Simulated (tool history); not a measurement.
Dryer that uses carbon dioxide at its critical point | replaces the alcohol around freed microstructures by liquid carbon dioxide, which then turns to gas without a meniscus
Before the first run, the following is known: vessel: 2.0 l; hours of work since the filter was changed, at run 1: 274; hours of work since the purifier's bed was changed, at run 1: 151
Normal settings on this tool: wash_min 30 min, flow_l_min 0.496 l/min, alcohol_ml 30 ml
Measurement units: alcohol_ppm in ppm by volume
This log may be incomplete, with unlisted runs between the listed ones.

run   hour  wash_min  flow_l_min  alcohol_ml  hours of work since the filter was changed  hours of work since the purifier's bed was changed  alcohol_ppm
  1    0.0        30       0.496          30                                         274                                                 151          122
  2   11.9        30       0.348          30                                         277                                                 155          365
      23.5  -- inlet filter changed
  3   27.5        30       0.348          30                                           1                                                 159          223
  4   39.5        30       0.348          30                                           5                                                 163          234
  5   49.0        26       0.348          30                                           8                                                 166          386
  6   59.7        30       0.496          30                                          12                                                 170           82
  7   72.1        30       0.496          30                                          16                                                 174           97
  8   84.8        30       0.496          30                                          20                                                 178           86
  9   94.8        30       0.833          30                                          23                                                 181           69
 10  107.5        30       0.496          30                                          27                                                 186           87
 11  119.0        30       0.496          30                                          31                                                 189           92
 12  133.9        30       0.496          30                                          36                                                 194           86
 13  149.6        30       0.496          30                                          41                                                 199           93
 14  166.4        36       0.496          32                                          47                                                 205           78
 15  177.4        36       0.437          70                                          50                                                 208          134
 16  189.2        36       0.437          21                                          54                                                 212           87
 17  198.6        36       0.437          21                                          57                                                 215           96
 18  210.6        30       0.565          32                                          61                                                 219           93
 19  225.4        30       0.565          74                                          66                                                 224          102
 20  239.6        30       0.565          74                                          71                                                 229          122
 21  252.5        20       0.787          74                                          75                                                 233          132
 22  266.9        20       0.787          74                                          80                                                 238          129
 23  278.1        20       0.787          74                                          83                                                 241          136
 24  287.1        45       0.461          31                                          86                                                 244          101
 25  298.0        45       0.461          31                                          90                                                 248           91

Same runs, no hidden state in the tool, same run-to-run variation:
What the log doesn't record here: flow that reaches the vessel past the clogged filter, %; alcohol in the recycled carbon dioxide, ppm; drift of the gauge itself on alcohol_ppm, %.
run  alcohol_ppm
  1           36
  2          167
  3          165
  4          171
  5          319
  6           19
  7           33
  8           20
  9            5
 10           18
 11           24
 12           16
 13           19
 14            4
 15           52
 16           10
 17           16
 18           13
 19           17
 20           31
 21           39
 22           36
 23           41
 24           12
 25            2
